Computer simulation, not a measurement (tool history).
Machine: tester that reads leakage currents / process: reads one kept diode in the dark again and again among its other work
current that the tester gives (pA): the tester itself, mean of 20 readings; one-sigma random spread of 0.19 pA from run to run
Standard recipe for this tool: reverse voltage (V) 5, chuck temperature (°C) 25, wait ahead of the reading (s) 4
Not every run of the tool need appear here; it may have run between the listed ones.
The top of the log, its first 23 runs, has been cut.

run,hour,reverse voltage (V),chuck temperature (°C),wait ahead of the reading (s),current that the tester gives (pA)
24,2950.4,6.98,45,0.53,347.35
25,3102,4.99,25,4,56.26
26,3230.1,4.99,47,3.9,341.72
27,3377,8.92,47,9.29,414.18
# hour 3461.9: chuck's temperature calibrated
28,3566.4,8.92,47,9.29,483.45
29,3716.5,1.53,22,4,30.15
30,3803.9,2.29,42,1.49,191.98
31,3986.8,1.15,42,2.23,145
32,4150.3,1.15,42,2.23,141.26
33,4267,1.15,42,2.23,138.29
34,4402.6,8.15,47,2.23,421.69
35,4503.8,8.15,47,2.23,415.57
36,4655.2,6.09,36,4,151.33
37,4759.6,11.66,30,2.21,118.71
38,4838.4,8.07,44,1.71,317.03

3 ways to go on from here, each from the tool as it stands after run 38. What would each give?
# hour 4923.2: chuck's temperature calibrated
A,5015.5,3.42,43,1.71,?
# hour 4923.2: chuck's temperature calibrated
B,5015.5,8.07,32,1.71,?
# hour 4923.2: chuck's temperature calibrated
C,5015.5,5.79,42,4,?

run,current that the tester gives (pA)
A,258.14
B,147.44
C,288.62
Had the tool no hidden state, the same runs would have come out as:
run,current that the tester gives (pA)
A,250.1
B,139.2
C,278.48
